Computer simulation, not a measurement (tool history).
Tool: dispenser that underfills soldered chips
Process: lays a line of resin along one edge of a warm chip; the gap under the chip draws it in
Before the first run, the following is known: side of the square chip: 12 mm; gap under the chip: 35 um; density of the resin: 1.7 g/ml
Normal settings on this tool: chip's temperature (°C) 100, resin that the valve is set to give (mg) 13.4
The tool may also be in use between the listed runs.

run,hour,chip's temperature (°C),resin that the valve is set to give (mg),time until the resin shows at the far edge (s),resin that the valve gave (mg)
1,0.0,100,13.4,415.7,13.24
# hour 5.3: new syringe of resin
2,11.1,114,13.4,272.3,13.21
# hour 17.6: new syringe of resin
3,22.4,100,13.4,392.3,13.15
# hour 29.3: new syringe of resin
4,31.9,100,13.4,361.9,13.13
# hour 35.0: dispensing valve cleaned and set on the balance
5,37.6,100,13.4,426.2,13.42
# hour 42.3: new syringe of resin
6,48.0,100,13.4,398.6,13.36
# hour 54.7: new syringe of resin
7,58.7,100,13.4,381.1,13.31
# hour 66.8: new syringe of resin
8,66.8,100,16.8,318.5,16.72
# hour 78.4: new syringe of resin
9,78.4,100,12.6,328.0,12.54
10,83.4,100,13.4,378.9,13.26
# hour 90.1: new syringe of resin
11,92.6,100,16.0,357.2,15.82
# hour 94.1: stage's temperature calibrated
# hour 102.8: new syringe of resin
12,103.3,100,16.0,345.8,15.79
13,111.8,100,16.0,453.3,15.75
# hour 115.0: new syringe of resin
14,120.3,86,12.7,632.4,12.45
# hour 126.8: new syringe of resin
15,130.7,94,15.1,473.9,14.80
16,136.7,108,12.3,395.1,12.04
# hour 138.4: new syringe of resin
# hour 141.8: dispensing valve cleaned and set on the balance
17,145.0,110,15.7,313.0,15.73
# hour 151.5: new syringe of resin
18,153.4,110,15.7,272.4,15.64
19,161.6,110,15.7,363.8,15.61
# hour 163.3: new syringe of resin
20,169.4,110,15.7,313.0,15.52
# hour 175.0: new syringe of resin
21,178.1,94,13.2,471.5,13.02

What if the next run were any one of these 3? Each begins from the tool's condition after run 21:
A,184.3,111,12.2,?,?
B,184.3,94,11.4,?,?
C,184.3,105,13.4,?,?

run,time until the resin shows at the far edge (s),resin that the valve gave (mg)
A,353.4,12.04
B,594.1,11.25
C,407.0,13.28
Had the tool no hidden state, the same runs would have come out as:
run,time until the resin shows at the far edge (s),resin that the valve gave (mg)
A,259.0,12.18
B,435.8,11.38
C,298.7,13.44

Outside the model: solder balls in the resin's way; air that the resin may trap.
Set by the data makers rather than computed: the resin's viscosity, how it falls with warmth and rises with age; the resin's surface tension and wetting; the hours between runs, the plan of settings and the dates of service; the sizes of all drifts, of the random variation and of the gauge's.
